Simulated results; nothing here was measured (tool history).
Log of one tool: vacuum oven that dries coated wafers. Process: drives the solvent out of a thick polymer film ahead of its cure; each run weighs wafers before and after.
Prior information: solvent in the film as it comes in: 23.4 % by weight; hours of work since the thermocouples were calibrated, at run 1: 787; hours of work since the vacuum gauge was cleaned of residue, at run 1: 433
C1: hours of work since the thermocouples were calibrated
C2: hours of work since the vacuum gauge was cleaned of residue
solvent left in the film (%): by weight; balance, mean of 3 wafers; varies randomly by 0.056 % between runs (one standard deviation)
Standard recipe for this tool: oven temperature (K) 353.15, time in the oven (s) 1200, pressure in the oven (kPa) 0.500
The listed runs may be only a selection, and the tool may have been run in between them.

Run 1, day 0.000: usual settings; C1 787; C2 433. Result: solvent left in the film (%) 3.07.
Run 2, day 0.479: usual settings; C1 794; C2 441. Result: solvent left in the film (%) 3.08.
Run 3, day 1.046: usual settings but pressure in the oven (kPa) 0.990; C1 804; C2 450. Result: solvent left in the film (%) 3.38.
Run 4, day 1.658: usual settings; C1 814; C2 460. Result: solvent left in the film (%) 3.13.
Run 5, day 2.079: usual settings but pressure in the oven (kPa) 1.651; C1 820; C2 467. Result: solvent left in the film (%) 3.85.
Run 6, day 2.504: usual settings but pressure in the oven (kPa) 1.651; C1 827; C2 474. Result: solvent left in the film (%) 3.96.
Run 7, day 3.038: usual settings but time in the oven (s) 1380, pressure in the oven (kPa) 1.651; C1 836; C2 483. Result: solvent left in the film (%) 3.19.
Run 8, day 3.362: usual settings; C1 841; C2 488. Result: solvent left in the film (%) 3.13.
Run 9, day 3.679: usual settings; C1 847; C2 493. Result: solvent left in the film (%) 3.19.
Run 10, day 4.017: usual settings but time in the oven (s) 720; C1 852; C2 499. Result: solvent left in the film (%) 6.22.
Run 11, day 4.562: usual settings but time in the oven (s) 720; C1 861; C2 507. Result: solvent left in the film (%) 6.33.
Run 12, day 4.892: usual settings but time in the oven (s) 840; C1 866; C2 513. Result: solvent left in the film (%) 5.32.
Run 13, day 5.283: usual settings but time in the oven (s) 840; C1 873; C2 519. Result: solvent left in the film (%) 5.42.
Run 14, day 5.912: usual settings but oven temperature (K) 346.15; C1 883; C2 529. Result: solvent left in the film (%) 5.19.
Run 15, day 6.379: usual settings but time in the oven (s) 1440; C1 891; C2 537. Result: solvent left in the film (%) 2.37.
Run 16, day 6.662: usual settings but oven temperature (K) 341.15, time in the oven (s) 1140, pressure in the oven (kPa) 1.812; C1 895; C2 542. Result: solvent left in the film (%) 8.33.
Run 17, day 7.179: usual settings but oven temperature (K) 343.15, time in the oven (s) 1320, pressure in the oven (kPa) 0.263; C1 904; C2 550. Result: solvent left in the film (%) 5.35.
Run 18, day 7.738: usual settings but oven temperature (K) 344.15, pressure in the oven (kPa) 0.624; C1 913; C2 559. Result: solvent left in the film (%) 5.97.
Run 19, day 8.304: usual settings but time in the oven (s) 1140, pressure in the oven (kPa) 0.273; C1 922; C2 568. Result: solvent left in the film (%) 3.26.
Run 20, day 8.775: usual settings but oven temperature (K) 352.15; C1 930; C2 576. Result: solvent left in the film (%) 3.38.
Run 21, day 9.221: usual settings but oven temperature (K) 340.15, time in the oven (s) 2100, pressure in the oven (kPa) 0.512; C1 937; C2 583. Result: solvent left in the film (%) 3.79.
Run 22, day 9.754: usual settings but oven temperature (K) 363.15, time in the oven (s) 1560, pressure in the oven (kPa) 1.532; C1 946; C2 592. Result: solvent left in the film (%) 1.27.
Run 23, day 10.417: usual settings but oven temperature (K) 363.15, time in the oven (s) 1560, pressure in the oven (kPa) 1.643; C1 956; C2 603. Result: solvent left in the film (%) 1.24.
Run 24, day 10.808: usual settings but oven temperature (K) 359.15, time in the oven (s) 1560, pressure in the oven (kPa) 1.643; C1 963; C2 609. Result: solvent left in the film (%) 1.72.
Run 25, day 11.267: usual settings but oven temperature (K) 359.15, time in the oven (s) 1560, pressure in the oven (kPa) 1.643; C1 970; C2 617. Result: solvent left in the film (%) 1.75.
Run 26, day 11.925: usual settings but oven temperature (K) 357.15, time in the oven (s) 1740, pressure in the oven (kPa) 0.426; C1 981; C2 627. Result: solvent left in the film (%) 1.12.
Run 27, day 12.304: usual settings but oven temperature (K) 357.15, time in the oven (s) 1740, pressure in the oven (kPa) 0.426; C1 987; C2 634. Result: solvent left in the film (%) 1.10.

Predict each of these 5 candidate next runs independently; none follows another, all start after run 27:
Run A, day 12.925: usual settings but time in the oven (s) 660, pressure in the oven (kPa) 1.516; C1 997; C2 644. Result: solvent left in the film (%) ?.
Run B, day 12.925: usual settings but time in the oven (s) 2100, pressure in the oven (kPa) 1.248; C1 997; C2 644. Result: solvent left in the film (%) ?.
Run C, day 12.925: usual settings but oven temperature (K) 365.15, time in the oven (s) 1860, pressure in the oven (kPa) 0.426; C1 997; C2 644. Result: solvent left in the film (%) ?.
Run D, day 12.925: usual settings but oven temperature (K) 348.15, time in the oven (s) 900, pressure in the oven (kPa) 0.426; C1 997; C2 644. Result: solvent left in the film (%) ?.
Run E, day 12.925: usual settings but oven temperature (K) 355.15, time in the oven (s) 1740, pressure in the oven (kPa) 0.426; C1 997; C2 644. Result: solvent left in the film (%) ?.

run  solvent left in the film (%)
  A                          7.43
  B                          1.66
  C                          0.40
  D                          6.57
  E                          1.34
With no hidden state in the tool, these same runs would have given:
run  solvent left in the film (%)
  A                          6.63
  B                          1.25
  C                          0.23
  D                          5.73
  E                          0.93
